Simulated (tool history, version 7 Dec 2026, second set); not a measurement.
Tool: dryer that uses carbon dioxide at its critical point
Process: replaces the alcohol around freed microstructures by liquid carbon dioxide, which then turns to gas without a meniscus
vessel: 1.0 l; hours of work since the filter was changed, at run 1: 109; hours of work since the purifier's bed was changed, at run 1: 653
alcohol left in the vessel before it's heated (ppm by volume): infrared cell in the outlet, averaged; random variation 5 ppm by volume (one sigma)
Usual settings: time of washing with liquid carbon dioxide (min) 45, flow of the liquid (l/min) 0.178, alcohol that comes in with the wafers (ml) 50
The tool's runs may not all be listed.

run   hour  time of washing with liquid carbon dioxide (min)  flow of the liquid (l/min)  alcohol that comes in with the wafers (ml)  hours of work since the filter was changed  hours of work since the purifier's bed was changed  alcohol left in the vessel before it's heated (ppm by volume)
  1      0                                                45                       0.178                                          50                                         109                                                 653                                                            145
  2   55.8                                                45                       0.178                                          50                                         141                                                 684                                                            160
  3  125.6                                                45                       0.178                                          50                                         180                                                 723                                                            145
  4    166                                                45                       0.178                                          50                                         202                                                 746                                                            161
  5  202.8                                                45                       0.178                                          50                                         223                                                 766                                                            152
  6  245.3                                                37                       0.178                                          50                                         247                                                 790                                                            263
  7  304.6                                                37                       0.182                                          73                                         280                                                 823                                                            330
  8  371.8                                                62                        0.22                                          79                                         317                                                 861                                                            144
  9  436.1                                                51                       0.299                                          66                                         353                                                 897                                                            145
 10    480                                                51                       0.299                                          66                                         378                                                 921                                                            151
 11  548.1                                                51                       0.299                                          66                                         416                                                 959                                                            154

Some steps in alcohol left in the vessel before it's heated (ppm by volume) between neighbouring runs. How much of each would the tool show without its hidden state too (settings, what came in, random variation), and how much is left for the hidden state, with any gauge scatter that isn't in both results?
The hidden state here: flow that reaches the vessel past the clogged filter, %; alcohol in the recycled carbon dioxide, ppm; drift of the gauge itself on alcohol_ppm, %.
Run 7 -> 8: time of washing with liquid carbon dioxide (min) 37 -> 62, flow of the liquid (l/min) 0.182 -> 0.22, alcohol that comes in with the wafers (ml) 73 -> 79. alcohol left in the vessel before it's heated (ppm by volume) -186: hidden state -56, all else -130.

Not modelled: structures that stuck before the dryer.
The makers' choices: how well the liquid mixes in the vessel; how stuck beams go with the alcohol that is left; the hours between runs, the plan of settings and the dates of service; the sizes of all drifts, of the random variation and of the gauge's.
